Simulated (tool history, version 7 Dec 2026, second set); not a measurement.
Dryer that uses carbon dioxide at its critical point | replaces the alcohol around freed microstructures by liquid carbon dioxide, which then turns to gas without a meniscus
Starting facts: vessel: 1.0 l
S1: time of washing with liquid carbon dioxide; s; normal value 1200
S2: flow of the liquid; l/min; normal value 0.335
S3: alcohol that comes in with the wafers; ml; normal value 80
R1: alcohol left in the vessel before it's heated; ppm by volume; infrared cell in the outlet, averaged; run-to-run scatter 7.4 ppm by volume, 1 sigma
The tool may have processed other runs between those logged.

run 1 hour=0.0 | S1=1200 S2=0.335 S3=80 | R1=458
run 2 hour=31.5 | S1=1200 S2=0.335 S3=80 | R1=465
run 3 hour=62.1 | S1=1200 S2=0.335 S3=80 | R1=481
run 4 hour=76.8 | S1=1200 S2=0.335 S3=80 | R1=470
run 5 hour=99.9 | S1=1200 S2=0.335 S3=80 | R1=494
run 6 hour=120.0 | S1=1200 S2=0.335 S3=80 | R1=499
run 7 hour=137.9 | S1=1200 S2=0.335 S3=80 | R1=518
run 8 hour=168.6 | S1=1260 S2=0.335 S3=80 | R1=417
run 9 hour=189.5 | S1=1260 S2=0.335 S3=80 | R1=416
run 10 hour=206.2 | S1=1260 S2=0.335 S3=80 | R1=399
run 11 hour=233.2 | S1=1260 S2=0.335 S3=80 | R1=441
run 12 hour=247.1 | S1=1200 S2=0.335 S3=80 | R1=547
run 13 hour=276.6 | S1=1200 S2=0.335 S3=80 | R1=572
run 14 hour=293.3 | S1=1800 S2=0.335 S3=80 | R1=76
run 15 hour=308.3 | S1=1800 S2=0.335 S3=54 | R1=73
run 16 hour=335.7 | S1=1800 S2=0.335 S3=54 | R1=73
run 17 hour=362.3 | S1=1800 S2=0.335 S3=54 | R1=75
run 18 hour=383.5 | S1=840 S2=0.335 S3=54 | R1=1747
run 19 hour=412.8 | S1=1200 S2=0.335 S3=80 | R1=628
run 20 hour=427.8 | S1=1200 S2=0.335 S3=80 | R1=644
run 21 hour=445.2 | S1=1200 S2=0.335 S3=80 | R1=635
-- hour=468.1 inlet filter changed
run 22 hour=470.9 | S1=1200 S2=0.335 S3=80 | R1=395
run 23 hour=495.0 | S1=1200 S2=0.335 S3=80 | R1=417
run 24 hour=514.6 | S1=1200 S2=0.286 S3=80 | R1=893
run 25 hour=531.9 | S1=780 S2=0.286 S3=29 | R1=1562
run 26 hour=547.5 | S1=1020 S2=0.316 S3=29 | R1=443
run 27 hour=574.2 | S1=960 S2=0.234 S3=71 | R1=3777
run 28 hour=592.1 | S1=1200 S2=0.458 S3=80 | R1=103
run 29 hour=606.6 | S1=1200 S2=0.335 S3=75 | R1=433
run 30 hour=627.6 | S1=1200 S2=0.335 S3=75 | R1=453
run 31 hour=649.7 | S1=900 S2=0.367 S3=46 | R1=655
run 32 hour=678.6 | S1=1620 S2=0.328 S3=97 | R1=149
run 33 hour=693.3 | S1=1620 S2=0.328 S3=97 | R1=151
run 34 hour=724.8 | S1=1620 S2=0.328 S3=97 | R1=150
run 35 hour=748.2 | S1=1200 S2=0.207 S3=49 | R1=2103
run 36 hour=778.7 | S1=1200 S2=0.233 S3=59 | R1=1748
run 37 hour=802.3 | S1=1200 S2=0.233 S3=59 | R1=1769
run 38 hour=834.0 | S1=1200 S2=0.233 S3=59 | R1=1788
-- hour=850.8 purifier's bed changed
run 39 hour=861.7 | S1=1200 S2=0.233 S3=59 | R1=1736
run 40 hour=893.7 | S1=1200 S2=0.233 S3=59 | R1=1852
run 41 hour=907.8 | S1=1200 S2=0.335 S3=21 | R1=141
run 42 hour=937.2 | S1=1020 S2=0.398 S3=27 | R1=180

Below are 4 alternative next runs, each starting from the tool's condition after run 42. Predict each:
run A hour=968.4 | S1=1020 S2=0.371 S3=27 | R1=?
run B hour=968.4 | S1=840 S2=0.389 S3=63 | R1=?
run C hour=968.4 | S1=1200 S2=0.335 S3=116 | R1=?
run D hour=968.4 | S1=1200 S2=0.401 S3=80 | R1=?

run=A R1=255
run=B R1=1071
run=C R1=783
run=D R1=200
Had the tool no hidden state, the same runs would have come out as:
run=A R1=171
run=B R1=763
run=C R1=517
run=D R1=118
